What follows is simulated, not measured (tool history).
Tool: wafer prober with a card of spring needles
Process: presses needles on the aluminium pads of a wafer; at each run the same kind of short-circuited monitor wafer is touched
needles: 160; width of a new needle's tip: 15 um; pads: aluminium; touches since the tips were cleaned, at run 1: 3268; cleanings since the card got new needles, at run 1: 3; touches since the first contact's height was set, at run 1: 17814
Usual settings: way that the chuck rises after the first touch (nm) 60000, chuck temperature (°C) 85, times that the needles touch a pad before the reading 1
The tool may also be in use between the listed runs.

run   hour  way that the chuck rises after the first touch (nm)  chuck temperature (°C)  times that the needles touch a pad before the reading  touches since the tips were cleaned  cleanings since the card got new needles  touches since the first contact's height was set  resistance of one needle with its contact and lead (mohm)  way that a needle slides on the pad (nm)
  1      0                                                60000                      85                                                      1                                 3268                                         3                                             17814                                                        188                                     15170
       4.2  -- tips cleaned on abrasive film
  2   10.1                                                60000                      85                                                      3                                 1837                                         4                                             20920                                                        156                                     15170
      18.1  -- tips cleaned on abrasive film
  3   25.1                                                60000                      27                                                      1                                 2204                                         5                                             25589                                                        171                                     15160
      32.8  -- tips cleaned on abrasive film
  4   35.3                                                60000                      27                                                      1                                  756                                         6                                             28724                                                        155                                     15140
      46.4  -- tips cleaned on abrasive film
  5   46.7                                                60000                      32                                                      1                                   88                                         7                                             32251                                                        147                                     15170
  6   59.1                                                60000                      85                                                      1                                 3957                                         7                                             36120                                                        193                                     15090
      60.8  -- tips cleaned on abrasive film
  7   72.3                                                60000                      85                                                      1                                 3599                                         8                                             40227                                                        191                                     15110
        75  -- tips cleaned on abrasive film
  8     85                                                60000                      85                                                      1                                 3129                                         9                                             44156                                                        186                                     15100
      89.9  -- tips cleaned on abrasive film
  9  101.5                                                78000                      85                                                      1                                 3611                                        10                                             49270                                                        173                                     19660
     103.6  -- tips cleaned on abrasive film
 10  110.5                                                58000                      85                                                      1                                 2161                                        11                                             52056                                                        178                                     14600
     117.3  -- tips cleaned on abrasive film
 11  126.2                                                58000                      85                                                      1                                 2750                                        12                                             56904                                                        185                                     14600
     131.6  -- tips cleaned on abrasive film
 12  142.3                                                60000                      85                                                      1                                 3357                                        13                                             61914                                                        188                                     15090
     145.9  -- tips cleaned on abrasive film
 13  155.1                                                60000                      85                                                      1                                 2859                                        14                                             65861                                                        185                                     15040
     160.5  -- tips cleaned on abrasive film
 14  162.7                                                60000                      85                                                      1                                  690                                        15                                             68228                                                        163                                     15050
     174.9  -- tips cleaned on abrasive film
 15  176.3                                                60000                      55                                                      1                                  416                                        16                                             72413                                                        156                                     15040
     189.5  -- tips cleaned on abrasive film
 16  194.5                                                47000                      52                                                      1                                 1560                                        17                                             78066                                                        184                                     11730
     204.1  -- tips cleaned on abrasive film
 17  209.8                                                47000                      52                                                      1                                 1780                                        18                                             82810                                                        187                                     11730
     217.9  -- tips cleaned on abrasive film
 18  223.9                                                47000                      40                                                      1                                 1865                                        19                                             87197                                                        191                                     11710
     232.1  -- tips cleaned on abrasive film
 19  238.7                                                53000                      40                                                      3                                 2067                                        20                                             91779                                                        157                                     13230
     246.9  -- tips cleaned on abrasive film
 20    254                                                53000                      40                                                      2                                 2219                                        21                                             96517                                                        165                                     13230
     260.5  -- tips cleaned on abrasive film
 21  264.8                                                60000                      85                                                      2                                 1351                                        22                                             99855                                                        164                                     15010
     273.9  -- tips cleaned on abrasive film
 22  279.5                                                60000                      85                                                      2                                 1740                                        23                                            104403                                                        163                                     14970
     287.4  -- tips cleaned on abrasive film
 23  287.8                                                60000                      85                                                      2                                  119                                        24                                            106981                                                        155                                     14980
 24  297.1                                                61000                      44                                                      1                                 3024                                        24                                            109886                                                        180                                     15270
       301  -- tips cleaned on abrasive film
 25    310                                                57000                      85                                                      2                                 2809                                        25                                            113882                                                        174                                     14170
     315.1  -- tips cleaned on abrasive film
 26  322.1                                                57000                      85                                                      2                                 2183                                        26                                            117615                                                        171                                     14220
     328.7  -- tips cleaned on abrasive film
 27    335                                                68000                      85                                                      3                                 1976                                        27                                            121608                                                        157                                     16990
     342.5  -- tips cleaned on abrasive film
 28  351.9                                                60000                      75                                                      3                                 2938                                        28                                            126868                                                        161                                     14950

Forecast each of these 5 alternatives for the next run:
     356.9  -- tips cleaned on abrasive film
  A  360.8                                                55000                      77                                                      2                                 1237                                        29                                            129617                                                          ?                                         ?
     356.9  -- tips cleaned on abrasive film
  B  360.8                                                46000                      85                                                      1                                 1237                                        29                                            129617                                                          ?                                         ?
     356.9  -- tips cleaned on abrasive film
  C  360.8                                                60000                      69                                                      3                                 1237                                        29                                            129617                                                          ?                                         ?
     356.9  -- tips cleaned on abrasive film
  D  360.8                                                60000                      85                                                      2                                 1237                                        29                                            129617                                                          ?                                         ?
     356.9  -- tips cleaned on abrasive film
  E  360.8                                                60000                     112                                                      3                                 1237                                        29                                            129617                                                          ?                                         ?

run  resistance of one needle with its contact and lead (mohm)  way that a needle slides on the pad (nm)
  A                                                        170                                     13660
  B                                                        188                                     11360
  C                                                        153                                     14900
  D                                                        161                                     14920
  E                                                        162                                     14920
Without the tool's hidden state the same runs would have given:
run  resistance of one needle with its contact and lead (mohm)  way that a needle slides on the pad (nm)
  A                                                        155                                     13970
  B                                                        155                                     11660
  C                                                        145                                     15200
  D                                                        148                                     15230
  E                                                        155                                     15230

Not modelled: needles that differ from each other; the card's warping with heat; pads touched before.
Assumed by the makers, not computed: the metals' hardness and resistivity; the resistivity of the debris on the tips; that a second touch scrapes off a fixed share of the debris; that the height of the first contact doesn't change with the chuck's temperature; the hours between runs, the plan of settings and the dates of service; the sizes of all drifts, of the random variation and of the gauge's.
